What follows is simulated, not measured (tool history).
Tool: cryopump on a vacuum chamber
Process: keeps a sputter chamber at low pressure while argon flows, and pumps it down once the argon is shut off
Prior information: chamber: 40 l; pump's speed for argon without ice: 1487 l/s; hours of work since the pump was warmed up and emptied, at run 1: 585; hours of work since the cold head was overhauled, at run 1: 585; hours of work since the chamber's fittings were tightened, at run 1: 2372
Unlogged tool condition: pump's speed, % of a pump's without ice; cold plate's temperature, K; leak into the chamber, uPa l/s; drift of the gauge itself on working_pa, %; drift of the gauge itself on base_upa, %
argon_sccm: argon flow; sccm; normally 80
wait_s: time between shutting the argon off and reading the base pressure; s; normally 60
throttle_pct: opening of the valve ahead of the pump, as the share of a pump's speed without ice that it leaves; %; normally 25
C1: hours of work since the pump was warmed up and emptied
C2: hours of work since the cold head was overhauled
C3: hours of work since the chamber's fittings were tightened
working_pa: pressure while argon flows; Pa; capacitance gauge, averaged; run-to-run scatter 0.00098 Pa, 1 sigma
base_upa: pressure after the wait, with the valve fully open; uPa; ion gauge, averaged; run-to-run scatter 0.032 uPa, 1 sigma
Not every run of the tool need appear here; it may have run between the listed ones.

run 1 hour=0.0 | argon_sccm=80 wait_s=60 throttle_pct=25 | C1=585 C2=585 C3=2372 | working_pa=0.3736 base_upa=2.36
run 2 hour=8.5 | argon_sccm=80 wait_s=118 throttle_pct=25 | C1=592 C2=592 C3=2379 | working_pa=0.3711 base_upa=1.63
run 3 hour=24.9 | argon_sccm=80 wait_s=118 throttle_pct=25 | C1=607 C2=607 C3=2394 | working_pa=0.3744 base_upa=1.66
run 4 hour=42.2 | argon_sccm=80 wait_s=118 throttle_pct=25 | C1=622 C2=622 C3=2409 | working_pa=0.3731 base_upa=1.64
run 5 hour=60.7 | argon_sccm=80 wait_s=60 throttle_pct=25 | C1=638 C2=638 C3=2425 | working_pa=0.3737 base_upa=2.38
run 6 hour=70.2 | argon_sccm=80 wait_s=60 throttle_pct=25 | C1=647 C2=647 C3=2434 | working_pa=0.3761 base_upa=2.37
run 7 hour=87.0 | argon_sccm=80 wait_s=60 throttle_pct=25 | C1=661 C2=661 C3=2448 | working_pa=0.3753 base_upa=2.29
run 8 hour=103.8 | argon_sccm=49 wait_s=60 throttle_pct=25 | C1=676 C2=676 C3=2463 | working_pa=0.2291 base_upa=2.39
run 9 hour=114.3 | argon_sccm=39 wait_s=60 throttle_pct=25 | C1=685 C2=685 C3=2472 | working_pa=0.1813 base_upa=2.45
run 10 hour=123.8 | argon_sccm=80 wait_s=60 throttle_pct=17 | C1=694 C2=694 C3=2481 | working_pa=0.5469 base_upa=2.36
run 11 hour=134.5 | argon_sccm=80 wait_s=60 throttle_pct=17 | C1=703 C2=703 C3=2490 | working_pa=0.5491 base_upa=2.35
run 12 hour=145.7 | argon_sccm=80 wait_s=60 throttle_pct=17 | C1=713 C2=713 C3=2500 | working_pa=0.5493 base_upa=2.44
run 13 hour=155.4 | argon_sccm=80 wait_s=60 throttle_pct=17 | C1=722 C2=722 C3=2508 | working_pa=0.5465 base_upa=2.47
run 14 hour=166.0 | argon_sccm=80 wait_s=60 throttle_pct=53 | C1=731 C2=731 C3=2518 | working_pa=0.1839 base_upa=2.44
run 15 hour=181.3 | argon_sccm=80 wait_s=75 throttle_pct=25 | C1=744 C2=744 C3=2531 | working_pa=0.3755 base_upa=2.14
run 16 hour=190.4 | argon_sccm=80 wait_s=60 throttle_pct=34 | C1=752 C2=752 C3=2539 | working_pa=0.2787 base_upa=2.45
run 17 hour=209.1 | argon_sccm=85 wait_s=60 throttle_pct=34 | C1=769 C2=769 C3=2556 | working_pa=0.2964 base_upa=2.45
run 18 hour=228.0 | argon_sccm=58 wait_s=222 throttle_pct=23 | C1=785 C2=785 C3=2572 | working_pa=0.2976 base_upa=1.33
run 19 hour=242.3 | argon_sccm=58 wait_s=222 throttle_pct=23 | C1=798 C2=798 C3=2585 | working_pa=0.2961 base_upa=1.33
run 20 hour=261.1 | argon_sccm=92 wait_s=50 throttle_pct=30 | C1=814 C2=814 C3=2601 | working_pa=0.3643 base_upa=2.71
run 21 hour=270.4 | argon_sccm=129 wait_s=50 throttle_pct=17 | C1=823 C2=823 C3=2610 | working_pa=0.8850 base_upa=2.74
run 22 hour=289.4 | argon_sccm=73 wait_s=191 throttle_pct=25 | C1=839 C2=839 C3=2626 | working_pa=0.3450 base_upa=1.48
run 23 hour=301.3 | argon_sccm=88 wait_s=133 throttle_pct=37 | C1=850 C2=850 C3=2637 | working_pa=0.2862 base_upa=1.67
run 24 hour=320.4 | argon_sccm=60 wait_s=32 throttle_pct=17 | C1=867 C2=867 C3=2654 | working_pa=0.4130 base_upa=3.74
run 25 hour=334.9 | argon_sccm=60 wait_s=32 throttle_pct=17 | C1=879 C2=879 C3=2666 | working_pa=0.4104 base_upa=3.80
run 26 hour=342.8 | argon_sccm=60 wait_s=32 throttle_pct=17 | C1=886 C2=886 C3=2673 | working_pa=0.4132 base_upa=3.68
run 27 hour=361.2 | argon_sccm=108 wait_s=74 throttle_pct=25 | C1=903 C2=903 C3=2689 | working_pa=0.5137 base_upa=2.20
run 28 hour=370.5 | argon_sccm=108 wait_s=74 throttle_pct=25 | C1=911 C2=911 C3=2698 | working_pa=0.5111 base_upa=2.28
run 29 hour=389.9 | argon_sccm=80 wait_s=126 throttle_pct=25 | C1=928 C2=928 C3=2715 | working_pa=0.3795 base_upa=1.73
run 30 hour=409.5 | argon_sccm=80 wait_s=229 throttle_pct=41 | C1=945 C2=945 C3=2732 | working_pa=0.2381 base_upa=1.43
run 31 hour=424.1 | argon_sccm=80 wait_s=87 throttle_pct=25 | C1=958 C2=958 C3=2745 | working_pa=0.3801 base_upa=2.02
run 32 hour=433.9 | argon_sccm=80 wait_s=87 throttle_pct=25 | C1=967 C2=967 C3=2753 | working_pa=0.3808 base_upa=2.11
run 33 hour=451.5 | argon_sccm=80 wait_s=87 throttle_pct=25 | C1=982 C2=982 C3=2769 | working_pa=0.3805 base_upa=2.10

3 ways to go on from here, each from the tool as it stands after run 33. What would each give?
run A hour=463.0 | argon_sccm=80 wait_s=44 throttle_pct=25 | C1=992 C2=992 C3=2779 | working_pa=? base_upa=?
run B hour=463.0 | argon_sccm=80 wait_s=60 throttle_pct=23 | C1=992 C2=992 C3=2779 | working_pa=? base_upa=?
run C hour=463.0 | argon_sccm=38 wait_s=148 throttle_pct=59 | C1=992 C2=992 C3=2779 | working_pa=? base_upa=?

run=A working_pa=0.3807 base_upa=3.11
run=B working_pa=0.4134 base_upa=2.46
run=C working_pa=0.0818 base_upa=1.68
What these runs would have given with no unlogged condition in the tool:
run=A working_pa=0.3634 base_upa=2.22
run=B working_pa=0.3961 base_upa=1.60
run=C working_pa=0.0735 base_upa=0.80

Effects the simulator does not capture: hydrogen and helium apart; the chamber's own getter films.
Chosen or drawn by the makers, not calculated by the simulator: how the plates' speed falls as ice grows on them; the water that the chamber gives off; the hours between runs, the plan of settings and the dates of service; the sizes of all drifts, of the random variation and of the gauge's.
